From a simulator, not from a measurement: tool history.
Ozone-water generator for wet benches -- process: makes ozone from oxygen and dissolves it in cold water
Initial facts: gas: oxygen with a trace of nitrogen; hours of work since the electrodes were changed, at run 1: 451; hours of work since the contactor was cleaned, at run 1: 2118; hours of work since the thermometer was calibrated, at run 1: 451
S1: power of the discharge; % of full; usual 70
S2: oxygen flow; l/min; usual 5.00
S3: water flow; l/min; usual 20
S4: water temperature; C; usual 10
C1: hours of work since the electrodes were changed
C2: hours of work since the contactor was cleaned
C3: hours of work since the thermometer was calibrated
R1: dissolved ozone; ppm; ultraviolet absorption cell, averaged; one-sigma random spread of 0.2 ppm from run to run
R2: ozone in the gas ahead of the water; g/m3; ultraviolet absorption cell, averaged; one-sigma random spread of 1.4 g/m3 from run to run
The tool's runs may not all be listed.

Run 1, day 0.000: usual settings; C1 451; C2 2118; C3 451. Result: R1 29.6 ppm, R2 254.5 g/m3.
Run 2, day 1.362: usual settings but S3 23 l/min; C1 483; C2 2150; C3 483. Result: R1 25.9 ppm, R2 253.0 g/m3.
Run 3, day 3.675: usual settings but S3 18 l/min; C1 537; C2 2204; C3 537. Result: R1 32.0 ppm, R2 254.4 g/m3.
Run 4, day 6.075: usual settings; C1 593; C2 2260; C3 593. Result: R1 29.3 ppm, R2 254.0 g/m3.
Run 5, day 7.458: usual settings; C1 625; C2 2292; C3 625. Result: R1 29.2 ppm, R2 258.2 g/m3.
Run 6, day 9.142: usual settings; C1 664; C2 2331; C3 664. Result: R1 29.1 ppm, R2 257.3 g/m3.
Run 7, day 11.550: usual settings but S1 77 % of full; C1 721; C2 2387; C3 721. Result: R1 31.8 ppm, R2 278.7 g/m3.
Run 8, day 13.692: usual settings but S1 77 % of full; C1 771; C2 2437; C3 771. Result: R1 31.9 ppm, R2 279.2 g/m3.
Run 9, day 15.958: usual settings but S4 7 C; C1 823; C2 2490; C3 823. Result: R1 30.4 ppm, R2 259.7 g/m3.
Run 10, day 17.058: usual settings but S4 7 C; C1 849; C2 2516; C3 849. Result: R1 30.5 ppm, R2 262.5 g/m3.
Run 11, day 18.588: usual settings but S4 7 C; C1 885; C2 2551; C3 885. Result: R1 30.5 ppm, R2 260.2 g/m3.
Run 12, day 19.792: usual settings but S4 7 C; C1 913; C2 2579; C3 913. Result: R1 30.1 ppm, R2 259.8 g/m3.
At day 19.979: gauge calibrated.
Run 13, day 22.221: usual settings but S4 11 C; C1 969; C2 2636; C3 969. Result: R1 29.1 ppm, R2 255.5 g/m3.
Run 14, day 24.421: usual settings but S2 3.75 l/min, S4 11 C; C1 1021; C2 2687; C3 1021. Result: R1 27.0 ppm, R2 286.7 g/m3.
Run 15, day 26.683: usual settings but S1 43 % of full, S2 6.13 l/min, S3 26 l/min, S4 14 C; C1 1073; C2 2740; C3 1073. Result: R1 15.5 ppm, R2 154.2 g/m3.
Run 16, day 28.000: usual settings but S1 61 % of full, S2 4.09 l/min, S3 22 l/min, S4 16 C; C1 1104; C2 2771; C3 1104. Result: R1 21.8 ppm, R2 244.9 g/m3.
Run 17, day 29.058: usual settings but S1 61 % of full, S2 4.09 l/min, S3 22 l/min, S4 16 C; C1 1129; C2 2795; C3 1129. Result: R1 21.4 ppm, R2 244.6 g/m3.
Run 18, day 30.146: usual settings but S4 15 C; C1 1154; C2 2821; C3 1154. Result: R1 27.3 ppm, R2 256.5 g/m3.
Run 19, day 32.425: usual settings but S1 65 % of full, S2 4.06 l/min, S3 13 l/min, S4 15 C; C1 1207; C2 2874; C3 1207. Result: R1 33.8 ppm, R2 261.0 g/m3.
Run 20, day 34.108: usual settings but S1 84 % of full, S2 4.06 l/min, S3 21 l/min, S4 15 C; C1 1246; C2 2913; C3 1246. Result: R1 29.6 ppm, R2 327.1 g/m3.
Run 21, day 36.038: usual settings but S1 84 % of full, S2 4.06 l/min, S3 21 l/min, S4 15 C; C1 1291; C2 2958; C3 1291. Result: R1 29.5 ppm, R2 329.4 g/m3.
Run 22, day 38.217: usual settings but S1 48 % of full, S2 3.21 l/min; C1 1342; C2 3009; C3 1342. Result: R1 18.8 ppm, R2 224.8 g/m3.
Run 23, day 40.121: usual settings but S1 48 % of full, S2 3.21 l/min; C1 1387; C2 3053; C3 1387. Result: R1 18.8 ppm, R2 225.3 g/m3.
Run 24, day 42.433: usual settings but S1 42 % of full, S4 13 C; C1 1441; C2 3107; C3 1441. Result: R1 18.1 ppm, R2 167.8 g/m3.
Run 25, day 43.646: usual settings but S1 99 % of full, S4 11 C; C1 1469; C2 3136; C3 1469. Result: R1 38.7 ppm, R2 350.8 g/m3.
Run 26, day 45.812: usual settings but S2 4.94 l/min; C1 1519; C2 3186; C3 1519. Result: R1 28.9 ppm, R2 265.1 g/m3.

Forecast each of these 5 alternatives for the next run:
Run A, day 47.021: usual settings but S2 4.94 l/min, S4 17 C; C1 1547; C2 3214; C3 1547. Result: R1 ?, R2 ?.
Run B, day 47.021: usual settings but S2 2.89 l/min, S3 31 l/min; C1 1547; C2 3214; C3 1547. Result: R1 ?, R2 ?.
Run C, day 47.021: usual settings but S3 21 l/min, S4 11 C; C1 1547; C2 3214; C3 1547. Result: R1 ?, R2 ?.
Run D, day 47.021: usual settings but S2 8.72 l/min, S3 25 l/min, S4 16 C; C1 1547; C2 3214; C3 1547. Result: R1 ?, R2 ?.
Run E, day 47.021: usual settings but S2 3.16 l/min, S3 17 l/min; C1 1547; C2 3214; C3 1547. Result: R1 ?, R2 ?.

run    R1     R2
  A  26.7  264.4
  B  16.5  326.1
  C  27.6  259.7
  D  24.8  208.7
  E  30.1  314.3
With no hidden state in the tool, these same runs would have given:
run    R1     R2
  A  26.8  254.7
  B  16.5  314.2
  C  27.7  250.2
  D  24.9  201.1
  E  30.2  302.8
